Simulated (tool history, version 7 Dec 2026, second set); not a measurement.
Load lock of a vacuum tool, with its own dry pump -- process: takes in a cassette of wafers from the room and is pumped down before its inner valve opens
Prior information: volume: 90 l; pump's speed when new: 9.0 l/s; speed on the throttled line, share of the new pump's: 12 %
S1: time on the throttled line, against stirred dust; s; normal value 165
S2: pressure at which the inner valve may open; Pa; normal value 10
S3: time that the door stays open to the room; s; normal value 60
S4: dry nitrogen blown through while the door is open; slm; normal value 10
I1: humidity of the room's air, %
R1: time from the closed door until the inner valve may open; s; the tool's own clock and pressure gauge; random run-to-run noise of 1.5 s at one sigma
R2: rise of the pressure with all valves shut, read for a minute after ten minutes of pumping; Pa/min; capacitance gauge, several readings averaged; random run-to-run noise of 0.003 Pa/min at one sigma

run 1 hour=0.0 | S1=165 S2=10 S3=60 S4=10 | I1=41.5 | R1=253.7 R2=0.072
run 2 hour=403.8 | S1=165 S2=10 S3=60 S4=10 | I1=46.2 | R1=254.9 R2=0.086
run 3 hour=848.5 | S1=165 S2=10 S3=60 S4=10 | I1=48.3 | R1=256.1 R2=0.107
run 4 hour=1402.0 | S1=165 S2=10 S3=60 S4=10 | I1=44.5 | R1=261.4 R2=0.111
run 5 hour=1794.0 | S1=165 S2=10 S3=60 S4=10 | I1=45.7 | R1=258.9 R2=0.123
run 6 hour=2313.9 | S1=114 S2=10 S3=60 S4=10 | I1=46.9 | R1=219.3 R2=0.133
run 7 hour=2821.3 | S1=114 S2=10 S3=60 S4=10 | I1=46.5 | R1=195.0 R2=0.148
run 8 hour=3064.1 | S1=165 S2=16 S3=60 S4=10 | I1=42.0 | R1=232.4 R2=0.149
run 9 hour=3306.0 | S1=165 S2=16 S3=60 S4=10 | I1=49.6 | R1=236.9 R2=0.166
run 10 hour=3572.3 | S1=165 S2=10 S3=60 S4=10 | I1=44.0 | R1=238.1 R2=0.168
run 11 hour=3818.3 | S1=165 S2=10 S3=60 S4=10 | I1=43.5 | R1=239.7 R2=0.176
run 12 hour=4226.1 | S1=165 S2=17 S3=60 S4=10 | I1=45.7 | R1=236.1 R2=0.194
run 13 hour=4655.3 | S1=165 S2=10 S3=60 S4=10 | I1=44.6 | R1=241.9 R2=0.207
run 14 hour=4972.7 | S1=165 S2=10 S3=39 S4=10 | I1=41.3 | R1=243.4 R2=0.203
run 15 hour=5307.0 | S1=165 S2=10 S3=39 S4=10 | I1=46.8 | R1=242.4 R2=0.226
run 16 hour=5702.0 | S1=263 S2=12 S3=98 S4=10 | I1=43.0 | R1=328.1 R2=0.256
run 17 hour=6219.1 | S1=165 S2=9 S3=60 S4=7 | I1=42.0 | R1=244.5 R2=0.265
run 18 hour=6600.0 | S1=220 S2=9 S3=105 S4=7 | I1=47.2 | R1=296.6 R2=0.287
run 19 hour=7052.0 | S1=220 S2=9 S3=105 S4=7 | I1=45.7 | R1=299.0 R2=0.326
run 20 hour=7379.0 | S1=271 S2=9 S3=105 S4=7 | I1=48.7 | R1=341.4 R2=0.339
run 21 hour=7743.9 | S1=271 S2=9 S3=105 S4=7 | I1=41.6 | R1=347.3 R2=0.334
run 22 hour=8111.1 | S1=243 S2=11 S3=60 S4=10 | I1=46.3 | R1=318.8 R2=0.341
run 23 hour=8583.8 | S1=187 S2=10 S3=74 S4=26 | I1=48.7 | R1=268.8 R2=0.364
run 24 hour=8820.7 | S1=187 S2=10 S3=74 S4=26 | I1=46.1 | R1=273.1 R2=0.365
run 25 hour=9070.9 | S1=187 S2=10 S3=74 S4=26 | I1=42.6 | R1=271.2 R2=0.386
run 26 hour=9376.3 | S1=165 S2=8 S3=60 S4=10 | I1=43.2 | R1=255.8 R2=0.417
run 27 hour=9663.2 | S1=91 S2=10 S3=60 S4=40 | I1=44.6 | R1=190.1 R2=0.404

Not shown: 1 entry that the log had between the listed runs. Between which runs, and how does the tool's hidden state differ before and after?
Run 6 -> run 7: dry pump taken out, an overhauled one fitted (hour 2668.6)
  pump's speed, % of a new pump's: 76.4 -> 99.2; leak at the door's seal, Pa l/s: 0.142 -> 0.1634
  the result without the hidden state subtracted from the measured one, R1: +25.0 -> +0.6 s; R2: +0.093 -> +0.108 Pa/min
